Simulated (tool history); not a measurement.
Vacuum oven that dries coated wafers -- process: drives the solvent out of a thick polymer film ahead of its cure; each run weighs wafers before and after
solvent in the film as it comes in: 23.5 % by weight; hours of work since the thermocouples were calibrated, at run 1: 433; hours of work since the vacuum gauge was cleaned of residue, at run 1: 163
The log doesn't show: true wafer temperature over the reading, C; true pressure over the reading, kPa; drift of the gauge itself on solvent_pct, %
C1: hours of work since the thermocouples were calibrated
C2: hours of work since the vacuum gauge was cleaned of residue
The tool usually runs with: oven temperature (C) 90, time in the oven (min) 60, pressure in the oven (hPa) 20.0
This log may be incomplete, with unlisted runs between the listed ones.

run 1 hour=0.0 | oven_temperature_(C)=90 time_in_the_oven_(min)=60 pressure_in_the_oven_(hPa)=20.0 | C1=433 C2=163 | solvent_left_in_the_film_(%)=3.61
run 2 hour=7.4 | oven_temperature_(C)=90 time_in_the_oven_(min)=60 pressure_in_the_oven_(hPa)=20.0 | C1=436 C2=166 | solvent_left_in_the_film_(%)=3.55
run 3 hour=14.1 | oven_temperature_(C)=89 time_in_the_oven_(min)=60 pressure_in_the_oven_(hPa)=20.0 | C1=440 C2=170 | solvent_left_in_the_film_(%)=3.82
run 4 hour=20.8 | oven_temperature_(C)=89 time_in_the_oven_(min)=60 pressure_in_the_oven_(hPa)=20.0 | C1=443 C2=173 | solvent_left_in_the_film_(%)=3.88
run 5 hour=32.5 | oven_temperature_(C)=89 time_in_the_oven_(min)=60 pressure_in_the_oven_(hPa)=20.0 | C1=449 C2=179 | solvent_left_in_the_film_(%)=3.79
run 6 hour=43.9 | oven_temperature_(C)=89 time_in_the_oven_(min)=60 pressure_in_the_oven_(hPa)=20.0 | C1=454 C2=184 | solvent_left_in_the_film_(%)=3.87
run 7 hour=55.6 | oven_temperature_(C)=90 time_in_the_oven_(min)=60 pressure_in_the_oven_(hPa)=37.2 | C1=460 C2=190 | solvent_left_in_the_film_(%)=4.38
run 8 hour=63.6 | oven_temperature_(C)=90 time_in_the_oven_(min)=60 pressure_in_the_oven_(hPa)=20.0 | C1=464 C2=194 | solvent_left_in_the_film_(%)=3.52
run 9 hour=70.5 | oven_temperature_(C)=105 time_in_the_oven_(min)=60 pressure_in_the_oven_(hPa)=20.0 | C1=467 C2=198 | solvent_left_in_the_film_(%)=0.97
run 10 hour=80.1 | oven_temperature_(C)=105 time_in_the_oven_(min)=60 pressure_in_the_oven_(hPa)=20.0 | C1=472 C2=202 | solvent_left_in_the_film_(%)=0.95
run 11 hour=88.9 | oven_temperature_(C)=105 time_in_the_oven_(min)=60 pressure_in_the_oven_(hPa)=20.0 | C1=476 C2=207 | solvent_left_in_the_film_(%)=0.98
run 12 hour=96.7 | oven_temperature_(C)=90 time_in_the_oven_(min)=60 pressure_in_the_oven_(hPa)=34.6 | C1=480 C2=210 | solvent_left_in_the_film_(%)=4.42
run 13 hour=103.7 | oven_temperature_(C)=90 time_in_the_oven_(min)=60 pressure_in_the_oven_(hPa)=34.6 | C1=484 C2=214 | solvent_left_in_the_film_(%)=4.32
run 14 hour=114.3 | oven_temperature_(C)=90 time_in_the_oven_(min)=107 pressure_in_the_oven_(hPa)=20.0 | C1=489 C2=219 | solvent_left_in_the_film_(%)=1.61
run 15 hour=125.0 | oven_temperature_(C)=90 time_in_the_oven_(min)=107 pressure_in_the_oven_(hPa)=20.0 | C1=494 C2=224 | solvent_left_in_the_film_(%)=1.76
run 16 hour=136.3 | oven_temperature_(C)=90 time_in_the_oven_(min)=107 pressure_in_the_oven_(hPa)=20.0 | C1=500 C2=230 | solvent_left_in_the_film_(%)=1.78
run 17 hour=141.8 | oven_temperature_(C)=90 time_in_the_oven_(min)=107 pressure_in_the_oven_(hPa)=20.0 | C1=503 C2=233 | solvent_left_in_the_film_(%)=1.70
run 18 hour=149.0 | oven_temperature_(C)=90 time_in_the_oven_(min)=107 pressure_in_the_oven_(hPa)=20.0 | C1=506 C2=236 | solvent_left_in_the_film_(%)=1.74
run 19 hour=157.9 | oven_temperature_(C)=90 time_in_the_oven_(min)=60 pressure_in_the_oven_(hPa)=20.0 | C1=510 C2=241 | solvent_left_in_the_film_(%)=3.61
run 20 hour=168.7 | oven_temperature_(C)=85 time_in_the_oven_(min)=60 pressure_in_the_oven_(hPa)=20.0 | C1=516 C2=246 | solvent_left_in_the_film_(%)=5.50
run 21 hour=179.3 | oven_temperature_(C)=85 time_in_the_oven_(min)=52 pressure_in_the_oven_(hPa)=33.9 | C1=521 C2=251 | solvent_left_in_the_film_(%)=7.14
-- hour=182.3 oven's thermocouples calibrated
run 22 hour=191.1 | oven_temperature_(C)=79 time_in_the_oven_(min)=37 pressure_in_the_oven_(hPa)=11.3 | C1=4 C2=256 | solvent_left_in_the_film_(%)=10.38
run 23 hour=200.8 | oven_temperature_(C)=100 time_in_the_oven_(min)=57 pressure_in_the_oven_(hPa)=48.5 | C1=9 C2=261 | solvent_left_in_the_film_(%)=2.75
run 24 hour=210.8 | oven_temperature_(C)=90 time_in_the_oven_(min)=54 pressure_in_the_oven_(hPa)=30.7 | C1=14 C2=266 | solvent_left_in_the_film_(%)=4.76
run 25 hour=223.3 | oven_temperature_(C)=75 time_in_the_oven_(min)=36 pressure_in_the_oven_(hPa)=32.3 | C1=20 C2=272 | solvent_left_in_the_film_(%)=13.38
run 26 hour=233.1 | oven_temperature_(C)=75 time_in_the_oven_(min)=36 pressure_in_the_oven_(hPa)=32.3 | C1=25 C2=277 | solvent_left_in_the_film_(%)=13.50
-- hour=241.6 oven's thermocouples calibrated, once more
run 27 hour=245.2 | oven_temperature_(C)=82 time_in_the_oven_(min)=89 pressure_in_the_oven_(hPa)=71.4 | C1=2 C2=282 | solvent_left_in_the_film_(%)=7.62
run 28 hour=251.6 | oven_temperature_(C)=78 time_in_the_oven_(min)=105 pressure_in_the_oven_(hPa)=17.8 | C1=5 C2=285 | solvent_left_in_the_film_(%)=4.33
run 29 hour=261.1 | oven_temperature_(C)=76 time_in_the_oven_(min)=48 pressure_in_the_oven_(hPa)=29.5 | C1=10 C2=290 | solvent_left_in_the_film_(%)=10.83
run 30 hour=273.8 | oven_temperature_(C)=92 time_in_the_oven_(min)=48 pressure_in_the_oven_(hPa)=27.1 | C1=16 C2=296 | solvent_left_in_the_film_(%)=4.28
run 31 hour=279.0 | oven_temperature_(C)=89 time_in_the_oven_(min)=43 pressure_in_the_oven_(hPa)=20.0 | C1=18 C2=298 | solvent_left_in_the_film_(%)=5.75
run 32 hour=291.7 | oven_temperature_(C)=89 time_in_the_oven_(min)=53 pressure_in_the_oven_(hPa)=59.2 | C1=25 C2=305 | solvent_left_in_the_film_(%)=6.40
run 33 hour=299.2 | oven_temperature_(C)=98 time_in_the_oven_(min)=53 pressure_in_the_oven_(hPa)=60.7 | C1=28 C2=308 | solvent_left_in_the_film_(%)=3.65
run 34 hour=308.3 | oven_temperature_(C)=90 time_in_the_oven_(min)=32 pressure_in_the_oven_(hPa)=16.1 | C1=33 C2=313 | solvent_left_in_the_film_(%)=6.95
run 35 hour=319.0 | oven_temperature_(C)=89 time_in_the_oven_(min)=32 pressure_in_the_oven_(hPa)=56.9 | C1=38 C2=318 | solvent_left_in_the_film_(%)=9.12
run 36 hour=329.8 | oven_temperature_(C)=89 time_in_the_oven_(min)=32 pressure_in_the_oven_(hPa)=56.9 | C1=44 C2=324 | solvent_left_in_the_film_(%)=9.41
run 37 hour=341.8 | oven_temperature_(C)=92 time_in_the_oven_(min)=32 pressure_in_the_oven_(hPa)=56.9 | C1=49 C2=329 | solvent_left_in_the_film_(%)=7.89
run 38 hour=351.7 | oven_temperature_(C)=99 time_in_the_oven_(min)=41 pressure_in_the_oven_(hPa)=50.6 | C1=54 C2=334 | solvent_left_in_the_film_(%)=3.91
run 39 hour=360.5 | oven_temperature_(C)=90 time_in_the_oven_(min)=59 pressure_in_the_oven_(hPa)=20.0 | C1=59 C2=339 | solvent_left_in_the_film_(%)=3.54

Alternative continuations, all from the tool just after run 39; predict every row:
run A hour=369.0 | oven_temperature_(C)=90 time_in_the_oven_(min)=59 pressure_in_the_oven_(hPa)=77.5 | C1=63 C2=343 | solvent_left_in_the_film_(%)=?
run B hour=369.0 | oven_temperature_(C)=90 time_in_the_oven_(min)=60 pressure_in_the_oven_(hPa)=77.3 | C1=63 C2=343 | solvent_left_in_the_film_(%)=?
run C hour=369.0 | oven_temperature_(C)=90 time_in_the_oven_(min)=49 pressure_in_the_oven_(hPa)=20.0 | C1=63 C2=343 | solvent_left_in_the_film_(%)=?
run D hour=369.0 | oven_temperature_(C)=90 time_in_the_oven_(min)=59 pressure_in_the_oven_(hPa)=29.0 | C1=63 C2=343 | solvent_left_in_the_film_(%)=?

run=A solvent_left_in_the_film_(%)=6.55
run=B solvent_left_in_the_film_(%)=6.38
run=C solvent_left_in_the_film_(%)=4.56
run=D solvent_left_in_the_film_(%)=3.91
Stripped of hidden state, with their random variation kept, the same runs would have yielded:
run=A solvent_left_in_the_film_(%)=6.38
run=B solvent_left_in_the_film_(%)=6.22
run=C solvent_left_in_the_film_(%)=4.40
run=D solvent_left_in_the_film_(%)=3.76

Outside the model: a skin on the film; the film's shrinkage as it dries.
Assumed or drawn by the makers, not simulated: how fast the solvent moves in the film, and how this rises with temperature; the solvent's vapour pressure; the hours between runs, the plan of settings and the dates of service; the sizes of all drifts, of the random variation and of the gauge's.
